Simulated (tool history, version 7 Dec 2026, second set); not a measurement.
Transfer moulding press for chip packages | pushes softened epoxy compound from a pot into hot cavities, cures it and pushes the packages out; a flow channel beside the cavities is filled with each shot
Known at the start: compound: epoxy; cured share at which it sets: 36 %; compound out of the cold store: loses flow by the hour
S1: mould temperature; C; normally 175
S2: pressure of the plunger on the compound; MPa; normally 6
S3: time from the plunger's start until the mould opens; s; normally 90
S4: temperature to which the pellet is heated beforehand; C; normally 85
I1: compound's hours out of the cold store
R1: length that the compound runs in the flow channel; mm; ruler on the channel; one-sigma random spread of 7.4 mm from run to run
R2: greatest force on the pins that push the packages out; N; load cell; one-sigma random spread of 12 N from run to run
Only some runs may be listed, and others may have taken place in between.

run	hour	S1	S2	S3	S4	I1	R1	R2
1	0	175	6	90	85	38.8	770	691
# hour 19.1: cavities cleaned with cleaning compound and waxed
2	42.1	175	6	90	85	41.7	752	897
# hour 66.6: cavities cleaned with cleaning compound and waxed
3	82.2	175	6	90	85	33.7	763	663
4	109.1	175	6	90	85	42.4	729	727
# hour 112.8: cavities cleaned with cleaning compound and waxed
5	142.3	175	6	96	85	44.7	735	603
# hour 160.8: cavities cleaned with cleaning compound and waxed
# hour 180.9: cavities cleaned with cleaning compound and waxed, once more
6	181.5	175	6	96	85	22.9	757	482
7	216	175	6	96	85	34.8	725	633
# hour 228.1: cavities cleaned with cleaning compound and waxed
8	256.2	175	6	90	85	20.2	761	722
# hour 276: cavities cleaned with cleaning compound and waxed
9	282.8	175	6	90	85	27.1	732	604
10	308.8	175	6	90	85	30.5	718	754
# hour 324.2: cavities cleaned with cleaning compound and waxed
11	343.6	175	5.57	90	85	19.6	708	677
# hour 371.4: cavities cleaned with cleaning compound and waxed
12	388.6	175	5.57	90	85	29.2	689	640
# hour 396.9: plunger's sealing rings changed
# hour 420: cavities cleaned with cleaning compound and waxed
13	430.7	175	5.57	76	85	28	779	923
# hour 466.2: cavities cleaned with cleaning compound and waxed
# hour 474.8: mould's thermocouples calibrated
14	474.8	175	5.57	76	85	21.7	775	881
15	495.4	175	5.57	76	85	29.3	760	1048
# hour 517.3: cavities cleaned with cleaning compound and waxed
16	534.3	180	5.57	76	79	9.8	779	767
17	558.6	175	6.5	90	94	39.3	785	726
# hour 563.8: cavities cleaned with cleaning compound and waxed
18	588.3	175	6.5	98	88	34.7	788	562
# hour 611.8: cavities cleaned with cleaning compound and waxed
19	623.8	175	5.43	98	90	35.1	715	488
20	652.7	179	6	90	85	40.7	719	566
# hour 661.3: cavities cleaned with cleaning compound and waxed
21	683.8	179	6	90	85	43.4	711	532
# hour 710: cavities cleaned with cleaning compound and waxed
22	727.8	180	7.36	90	87	30.6	799	497
# hour 759.4: cavities cleaned with cleaning compound and waxed
23	774	175	6	90	79	36.1	714	647
24	793.8	175	6	90	79	42.8	697	744
# hour 805.5: cavities cleaned with cleaning compound and waxed
25	836.8	175	6	90	79	33.2	698	722
# hour 852.9: cavities cleaned with cleaning compound and waxed
26	863	175	5.15	90	79	20.1	672	652

Selected run-to-run steps in R1, each split into two signed amounts: the part the tool would show with no hidden state at all (from settings, incoming material and random variation), and the remainder, which goes to the hidden state together with any gauge scatter not common to the measured and the hidden-state-free results:
Hidden state present: true mould temperature over the reading, C; pressure that reaches the compound, % of what is set; grip of the stained cavities, % over clean ones'; drift of the gauge itself on flow_mm, %; drift of the gauge itself on push_out_n, %.
Run 12 -> 13: S3 90 -> 76, plunger's sealing rings changed, cavities cleaned with cleaning compound and waxed. R1 +90 mm: hidden state +96, all else -6.
Run 21 -> 22: S1 179 -> 180, S2 6 -> 7.36, S4 85 -> 87, cavities cleaned with cleaning compound and waxed. R1 +88 mm: hidden state -18, all else +106.
